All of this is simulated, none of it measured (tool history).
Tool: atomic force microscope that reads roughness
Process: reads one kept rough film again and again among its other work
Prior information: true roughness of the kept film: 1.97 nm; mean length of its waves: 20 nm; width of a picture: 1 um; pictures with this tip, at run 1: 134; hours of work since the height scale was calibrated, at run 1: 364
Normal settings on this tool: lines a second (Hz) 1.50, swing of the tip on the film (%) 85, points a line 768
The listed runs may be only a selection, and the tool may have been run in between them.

run   hour  lines a second (Hz)  swing of the tip on the film (%)  points a line  pictures with this tip  hours of work since the height scale was calibrated  roughness of the kept film (nm (root mean square))
  1    0.0                 1.50                                85            768                     134                                                  364                                               1.077
  2   23.4                 1.50                                85            768                     196                                                  382                                               0.987
  3   43.1                 1.50                                85            768                     248                                                  397                                               0.920
  4   67.1                 1.50                                65            768                     312                                                  416                                               0.956
      74.1  -- new tip fitted
  5   88.5                 1.50                                85            768                      38                                                  433                                               1.244
  6  106.0                 1.50                                85            768                      84                                                  446                                               1.173
  7  120.0                 1.50                                75            768                     121                                                  457                                               1.186
  8  144.4                 1.50                                75            768                     186                                                  477                                               1.077
  9  157.8                 1.50                                85            768                     222                                                  487                                               0.968
 10  182.5                 1.50                                85            768                     288                                                  507                                               0.888
     198.9  -- new tip fitted
 11  200.8                 0.53                                85            768                       5                                                  520                                               1.505
 12  222.5                 0.53                                85            768                      63                                                  537                                               1.360
 13  246.2                 0.53                                85            768                     126                                                  556                                               1.233
     249.4  -- height scale calibrated on a step standard
 14  267.8                 0.53                                85            768                     181                                                   14                                               1.141
 15  290.2                 1.94                                70            445                     240                                                   32                                               0.999
 16  309.7                 1.94                                70            445                     292                                                   47                                               0.934
     324.7  -- new tip fitted
 17  326.5                 1.94                                70            445                       5                                                   60                                               1.420
 18  342.0                 1.01                                70           1019                      47                                                   72                                               1.388
 19  357.5                 1.50                                83            768                      88                                                   84                                               1.176
 20  379.6                 1.50                                83            768                     147                                                  102                                               1.063
 21  401.2                 0.54                                82            658                     204                                                  119                                               1.099
     405.9  -- height scale calibrated on a step standard, once more
 22  419.1                 0.70                                83            615                     249                                                   10                                               1.031
 23  432.6                 1.50                                85            305                     285                                                   21                                               0.886
     451.4  -- new tip fitted
 24  456.4                 1.50                                90            305                      13                                                   39                                               1.229

Forecast each of these 4 alternatives for the next run:
  A  482.0                 0.86                                90            305                      81                                                   59                                                   ?
  B  482.0                 1.50                                74            312                      81                                                   59                                                   ?
  C  482.0                 1.50                                90            364                      81                                                   59                                                   ?
  D  482.0                 1.50                                85            491                      81                                                   59                                                   ?

run  roughness of the kept film (nm (root mean square))
  A                                               1.209
  B                                               1.235
  C                                               1.113
  D                                               1.171
With no hidden state in the tool, these same runs would have given:
run  roughness of the kept film (nm (root mean square))
  A                                               1.402
  B                                               1.434
  C                                               1.291
  D                                               1.359

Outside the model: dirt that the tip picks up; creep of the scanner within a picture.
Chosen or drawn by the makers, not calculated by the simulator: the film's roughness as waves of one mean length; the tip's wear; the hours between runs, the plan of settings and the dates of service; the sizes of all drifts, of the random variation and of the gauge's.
